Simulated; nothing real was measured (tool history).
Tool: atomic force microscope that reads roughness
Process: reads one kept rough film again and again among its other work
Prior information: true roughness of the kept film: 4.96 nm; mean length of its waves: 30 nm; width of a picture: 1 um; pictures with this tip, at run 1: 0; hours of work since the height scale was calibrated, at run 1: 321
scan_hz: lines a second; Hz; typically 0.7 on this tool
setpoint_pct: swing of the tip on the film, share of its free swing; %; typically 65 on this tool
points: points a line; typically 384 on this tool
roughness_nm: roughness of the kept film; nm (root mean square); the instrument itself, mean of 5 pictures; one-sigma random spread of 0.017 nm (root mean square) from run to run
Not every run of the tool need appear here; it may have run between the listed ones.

| run | day | scan_hz | setpoint_pct | points | pictures with this tip | hours of work since the height scale was calibrated | roughness_nm |
|---|---|---|---|---|---|---|---|
| 1 | 0 | 0.7 | 65 | 384 | 0 | 321 | 4.116 |
| 2 | 0.762 | 0.7 | 65 | 269 | 30 | 334 | 3.771 |
| 3 | 2.171 | 0.7 | 65 | 384 | 84 | 357 | 3.193 |
| 4 | 3.167 | 0.7 | 65 | 384 | 122 | 373 | 2.872 |
|  | 3.533 | new tip fitted |
| 5 | 4.075 | 0.7 | 65 | 384 | 21 | 387 | 3.849 |
| 6 | 5.321 | 0.7 | 65 | 384 | 69 | 408 | 3.27 |
| 7 | 6.383 | 3.744 | 61 | 258 | 110 | 425 | 2.664 |
|  | 7.054 | new tip fitted |
| 8 | 7.583 | 0.7 | 58 | 833 | 20 | 445 | 3.994 |
| 9 | 8.596 | 0.7 | 84 | 368 | 59 | 461 | 3.275 |
| 10 | 9.929 | 0.7 | 84 | 368 | 111 | 483 | 2.853 |

Below are 4 alternative next runs, each starting from the tool's condition after run 10. Predict each:
|  | 10.688 | new tip fitted |
| A | 11.162 | 2.598 | 57 | 384 | 18 | 503 | ? |
|  | 10.688 | new tip fitted |
| B | 11.162 | 0.624 | 60 | 483 | 18 | 503 | ? |
|  | 10.688 | new tip fitted |
| C | 11.162 | 1.377 | 71 | 644 | 18 | 503 | ? |
|  | 10.688 | new tip fitted |
| D | 11.162 | 0.64 | 84 | 420 | 18 | 503 | ? |

| run | roughness_nm |
|---|---|
| A | 3.756 |
| B | 3.923 |
| C | 3.759 |
| D | 3.739 |
With the hidden condition removed and each run's random variation left untouched, the same runs would have given:
| run | roughness_nm |
|---|---|
| A | 4.024 |
| B | 4.203 |
| C | 4.027 |
| D | 4.005 |
